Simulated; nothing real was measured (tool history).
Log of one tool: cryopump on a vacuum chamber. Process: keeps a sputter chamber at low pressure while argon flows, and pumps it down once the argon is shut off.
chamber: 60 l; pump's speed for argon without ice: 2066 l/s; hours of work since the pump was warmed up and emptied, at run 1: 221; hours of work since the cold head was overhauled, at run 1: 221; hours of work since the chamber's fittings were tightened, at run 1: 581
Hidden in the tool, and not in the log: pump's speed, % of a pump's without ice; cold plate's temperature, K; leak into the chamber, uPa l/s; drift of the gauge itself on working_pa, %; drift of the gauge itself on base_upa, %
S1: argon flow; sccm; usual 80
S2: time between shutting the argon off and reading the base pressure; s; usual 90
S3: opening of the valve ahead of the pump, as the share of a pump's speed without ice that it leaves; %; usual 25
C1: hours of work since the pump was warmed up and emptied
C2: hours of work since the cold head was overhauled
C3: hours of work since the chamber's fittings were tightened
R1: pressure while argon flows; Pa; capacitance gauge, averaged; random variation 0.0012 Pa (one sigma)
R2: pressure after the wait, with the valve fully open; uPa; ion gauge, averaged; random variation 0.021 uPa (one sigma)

{"run": 1, "day": 0.0, "S1": 80, "S2": 90, "S3": 25, "C1": 221, "C2": 221, "C3": 581, "R1": 0.2641, "R2": 0.64}
{"run": 2, "day": 0.479, "S1": 80, "S2": 90, "S3": 19, "C1": 229, "C2": 229, "C3": 589, "R1": 0.3492, "R2": 0.64}
{"run": 3, "day": 1.258, "S1": 80, "S2": 90, "S3": 25, "C1": 242, "C2": 242, "C3": 602, "R1": 0.2696, "R2": 0.65}
{"run": 4, "day": 1.938, "S1": 80, "S2": 90, "S3": 25, "C1": 253, "C2": 253, "C3": 613, "R1": 0.2654, "R2": 0.65}
{"run": 5, "day": 2.55, "S1": 80, "S2": 90, "S3": 25, "C1": 263, "C2": 263, "C3": 623, "R1": 0.2677, "R2": 0.69}
{"run": 6, "day": 3.346, "S1": 59, "S2": 90, "S3": 25, "C1": 276, "C2": 276, "C3": 636, "R1": 0.1983, "R2": 0.66}
{"run": 7, "day": 3.712, "S1": 80, "S2": 175, "S3": 25, "C1": 282, "C2": 282, "C3": 642, "R1": 0.2679, "R2": 0.53}
{"run": 8, "day": 4.375, "S1": 80, "S2": 175, "S3": 25, "C1": 292, "C2": 292, "C3": 652, "R1": 0.2697, "R2": 0.57}
{"run": 9, "day": 4.733, "S1": 80, "S2": 175, "S3": 25, "C1": 298, "C2": 298, "C3": 658, "R1": 0.2683, "R2": 0.57}
{"run": 10, "day": 5.458, "S1": 80, "S2": 175, "S3": 25, "C1": 310, "C2": 310, "C3": 670, "R1": 0.2695, "R2": 0.56}
{"run": 11, "day": 6.05, "S1": 80, "S2": 175, "S3": 25, "C1": 320, "C2": 320, "C3": 680, "R1": 0.2686, "R2": 0.56}
{"run": 12, "day": 6.871, "S1": 80, "S2": 90, "S3": 25, "C1": 333, "C2": 333, "C3": 693, "R1": 0.2699, "R2": 0.7}
{"run": 13, "day": 7.608, "S1": 80, "S2": 90, "S3": 25, "C1": 345, "C2": 345, "C3": 705, "R1": 0.2699, "R2": 0.69}
{"run": 14, "day": 8.471, "S1": 80, "S2": 90, "S3": 25, "C1": 359, "C2": 359, "C3": 719, "R1": 0.2689, "R2": 0.75}
{"run": 15, "day": 9.112, "S1": 80, "S2": 90, "S3": 25, "C1": 370, "C2": 370, "C3": 730, "R1": 0.2707, "R2": 0.72}
{"run": 16, "day": 9.508, "S1": 80, "S2": 90, "S3": 25, "C1": 376, "C2": 376, "C3": 736, "R1": 0.2716, "R2": 0.76}
{"run": 17, "day": 9.904, "S1": 80, "S2": 90, "S3": 25, "C1": 382, "C2": 382, "C3": 743, "R1": 0.2706, "R2": 0.7}
{"run": 18, "day": 10.396, "S1": 80, "S2": 90, "S3": 25, "C1": 390, "C2": 390, "C3": 751, "R1": 0.2714, "R2": 0.78}
{"run": 19, "day": 10.888, "S1": 67, "S2": 90, "S3": 16, "C1": 398, "C2": 398, "C3": 759, "R1": 0.3503, "R2": 0.76}
{"run": 20, "day": 11.317, "S1": 56, "S2": 39, "S3": 18, "C1": 405, "C2": 405, "C3": 766, "R1": 0.2635, "R2": 1.09}
{"run": 21, "day": 11.733, "S1": 80, "S2": 90, "S3": 26, "C1": 412, "C2": 412, "C3": 772, "R1": 0.2625, "R2": 0.79}
{"run": 22, "day": 12.358, "S1": 80, "S2": 90, "S3": 26, "C1": 422, "C2": 422, "C3": 783, "R1": 0.2625, "R2": 0.77}
{"run": 23, "day": 12.979, "S1": 80, "S2": 90, "S3": 36, "C1": 433, "C2": 433, "C3": 793, "R1": 0.1913, "R2": 0.74}
{"run": 24, "day": 13.817, "S1": 141, "S2": 280, "S3": 36, "C1": 446, "C2": 446, "C3": 806, "R1": 0.3405, "R2": 0.58}
{"run": 25, "day": 14.512, "S1": 141, "S2": 280, "S3": 36, "C1": 458, "C2": 458, "C3": 818, "R1": 0.3416, "R2": 0.61}
{"run": 26, "day": 15.25, "S1": 141, "S2": 280, "S3": 17, "C1": 470, "C2": 470, "C3": 830, "R1": 0.6934, "R2": 0.59}
{"run": 27, "day": 15.833, "S1": 37, "S2": 44, "S3": 25, "C1": 479, "C2": 479, "C3": 839, "R1": 0.1263, "R2": 1.03}
{"run": 28, "day": 16.246, "S1": 37, "S2": 44, "S3": 25, "C1": 486, "C2": 486, "C3": 846, "R1": 0.1274, "R2": 1.09}
{"run": 29, "day": 16.729, "S1": 77, "S2": 90, "S3": 25, "C1": 494, "C2": 494, "C3": 854, "R1": 0.2645, "R2": 0.79}
{"run": 30, "day": 17.25, "S1": 77, "S2": 90, "S3": 25, "C1": 502, "C2": 502, "C3": 862, "R1": 0.2627, "R2": 0.78}
{"run": 31, "day": 17.867, "S1": 65, "S2": 90, "S3": 25, "C1": 512, "C2": 512, "C3": 872, "R1": 0.2233, "R2": 0.8}
{"run": 32, "day": 18.554, "S1": 61, "S2": 145, "S3": 33, "C1": 523, "C2": 523, "C3": 884, "R1": 0.1609, "R2": 0.69}
{"run": 33, "day": 19.3, "S1": 61, "S2": 145, "S3": 26, "C1": 536, "C2": 536, "C3": 896, "R1": 0.2008, "R2": 0.72}
{"run": 34, "day": 20.067, "S1": 108, "S2": 253, "S3": 25, "C1": 548, "C2": 548, "C3": 908, "R1": 0.3737, "R2": 0.68}

Forecast each of these 3 alternatives for the next run:
{"run": "A", "day": 20.592, "S1": 133, "S2": 90, "S3": 33, "C1": 557, "C2": 557, "C3": 917, "R1": "?", "R2": "?"}
{"run": "B", "day": 20.592, "S1": 80, "S2": 150, "S3": 25, "C1": 557, "C2": 557, "C3": 917, "R1": "?", "R2": "?"}
{"run": "C", "day": 20.592, "S1": 74, "S2": 23, "S3": 20, "C1": 557, "C2": 557, "C3": 917, "R1": "?", "R2": "?"}

run=A R1=0.3544 R2=0.86
run=B R1=0.2759 R2=0.68
run=C R1=0.3169 R2=1.61
Without the tool's hidden state the same runs would have given:
run=A R1=0.3303 R2=0.43
run=B R1=0.2615 R2=0.26
run=C R1=0.3035 R2=1.19
